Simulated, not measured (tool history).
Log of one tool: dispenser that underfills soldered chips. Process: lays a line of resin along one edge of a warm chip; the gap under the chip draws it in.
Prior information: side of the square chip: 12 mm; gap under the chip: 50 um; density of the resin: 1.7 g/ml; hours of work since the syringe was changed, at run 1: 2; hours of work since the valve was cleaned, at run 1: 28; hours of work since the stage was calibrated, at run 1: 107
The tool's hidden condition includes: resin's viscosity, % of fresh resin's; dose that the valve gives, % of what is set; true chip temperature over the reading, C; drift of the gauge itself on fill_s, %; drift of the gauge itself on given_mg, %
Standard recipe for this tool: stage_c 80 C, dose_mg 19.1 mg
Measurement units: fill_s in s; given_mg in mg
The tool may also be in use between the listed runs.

| run | hour | stage_c | dose_mg | hours of work since the syringe was changed | hours of work since the valve was cleaned | hours of work since the stage was calibrated | fill_s | given_mg |
|---|---|---|---|---|---|---|---|---|
| 1 | 0 | 80 | 19.1 | 2 | 28 | 107 | 80.9 | 18.64 |
| 2 | 6.1 | 80 | 19.1 | 6 | 32 | 111 | 110.9 | 18.48 |
|  | 10.4 | new syringe of resin |
| 3 | 14.9 | 80 | 19.1 | 3 | 37 | 116 | 86.7 | 18.4 |
|  | 23.6 | new syringe of resin |
| 4 | 27 | 80 | 19.1 | 2 | 44 | 123 | 82.9 | 18.19 |
| 5 | 35.2 | 80 | 19.1 | 7 | 49 | 128 | 121.5 | 18.1 |
|  | 37 | new syringe of resin |
| 6 | 40.7 | 80 | 19.1 | 2 | 52 | 132 | 83.5 | 18.27 |
|  | 50.8 | new syringe of resin |
| 7 | 53.1 | 80 | 19.1 | 1 | 60 | 139 | 77 | 18.07 |
| 8 | 63.1 | 80 | 19.1 | 8 | 66 | 145 | 125.7 | 17.79 |
|  | 63.9 | new syringe of resin |
| 9 | 70.7 | 80 | 19.1 | 4 | 71 | 150 | 95.8 | 17.89 |
|  | 77.7 | new syringe of resin |
| 10 | 79.9 | 80 | 19.1 | 1 | 76 | 155 | 79.1 | 17.61 |
|  | 91.5 | new syringe of resin |
| 11 | 91.7 | 80 | 19.1 | 0 | 83 | 162 | 68.6 | 17.52 |
| 12 | 96.6 | 80 | 19.1 | 3 | 86 | 165 | 87.9 | 17.44 |
|  | 105.2 | new syringe of resin |
| 13 | 108.4 | 78 | 19.1 | 2 | 93 | 173 | 85.6 | 17.35 |
|  | 119.2 | new syringe of resin |
| 14 | 119.2 | 78 | 19.1 | 0 | 100 | 179 | 74.2 | 17.32 |
| 15 | 125.4 | 78 | 19.1 | 4 | 104 | 183 | 98.2 | 17.32 |
|  | 132.6 | new syringe of resin |
|  | 135.7 | dispensing valve cleaned and set on the balance |
| 16 | 138.5 | 78 | 19.1 | 3 | 2 | 190 | 91.4 | 19.08 |
|  | 147.2 | new syringe of resin |
| 17 | 150.4 | 80 | 19.1 | 2 | 9 | 197 | 82 | 18.85 |
|  | 160.6 | new syringe of resin |
| 18 | 162.7 | 80 | 19.1 | 1 | 16 | 205 | 74 | 18.8 |
|  | 174.1 | new syringe of resin |
| 19 | 175 | 92 | 19.1 | 1 | 24 | 212 | 50.7 | 18.62 |
| 20 | 182.4 | 92 | 22.8 | 5 | 28 | 217 | 71.7 | 22.18 |
|  | 187.6 | new syringe of resin |
| 21 | 193.1 | 68 | 19.7 | 3 | 35 | 223 | 129.2 | 18.99 |
|  | 201.1 | new syringe of resin |
| 22 | 201.1 | 91 | 21.4 | 0 | 39 | 228 | 48.3 | 20.67 |
| 23 | 209.3 | 87 | 23.3 | 5 | 44 | 233 | 79.7 | 22.08 |
|  | 215 | new syringe of resin |
| 24 | 216.8 | 82 | 16.7 | 1 | 49 | 237 | 69.8 | 15.8 |
| 25 | 225.9 | 84 | 20.4 | 7 | 55 | 243 | 101 | 19.37 |
|  | 228.4 | new syringe of resin |
| 26 | 234 | 73 | 16.6 | 3 | 59 | 248 | 113.9 | 15.73 |
|  | 241.9 | new syringe of resin |
| 27 | 245.6 | 75 | 16.6 | 2 | 66 | 255 | 97.3 | 15.47 |
|  | 255.3 | new syringe of resin |
| 28 | 257.2 | 75 | 16.6 | 1 | 73 | 262 | 87.6 | 15.42 |
| 29 | 264.5 | 75 | 16.6 | 6 | 78 | 266 | 124.5 | 15.38 |
|  | 269 | new syringe of resin |
| 30 | 273.6 | 75 | 16.6 | 3 | 83 | 272 | 102.9 | 15.27 |
|  | 282.6 | new syringe of resin |
| 31 | 283.3 | 91 | 16.7 | 0 | 89 | 278 | 53 | 15.25 |
| 32 | 291.4 | 69 | 22.4 | 5 | 94 | 283 | 142.6 | 20.49 |
|  | 295.8 | new syringe of resin |
| 33 | 298.4 | 86 | 22.6 | 2 | 98 | 287 | 63.7 | 20.55 |
| 34 | 307.8 | 84 | 23 | 7 | 104 | 292 | 107.7 | 20.57 |
|  | 309.6 | new syringe of resin |
| 35 | 314.6 | 84 | 23 | 3 | 108 | 296 | 76 | 20.57 |
|  | 317 | dispensing valve cleaned and set on the balance |
| 36 | 322.3 | 84 | 23 | 7 | 3 | 301 | 104.2 | 22.84 |

Alternative continuations, all from the tool just after run 36; predict every row:
|  | 324 | new syringe of resin |
| A | 333.5 | 84 | 18.9 | 6 | 10 | 307 | ? | ? |
|  | 324 | new syringe of resin |
| B | 333.5 | 80 | 22.3 | 6 | 10 | 307 | ? | ? |
|  | 324 | new syringe of resin |
| C | 333.5 | 80 | 18 | 6 | 10 | 307 | ? | ? |

| run | fill_s | given_mg |
|---|---|---|
| A | 94.1 | 18.61 |
| B | 104.5 | 22.04 |
| C | 106.7 | 17.86 |
Without the tool's unlogged condition, the same runs would have read:
| run | fill_s | given_mg |
|---|---|---|
| A | 62.2 | 18.78 |
| B | 69.5 | 22.25 |
| C | 70.7 | 18.03 |
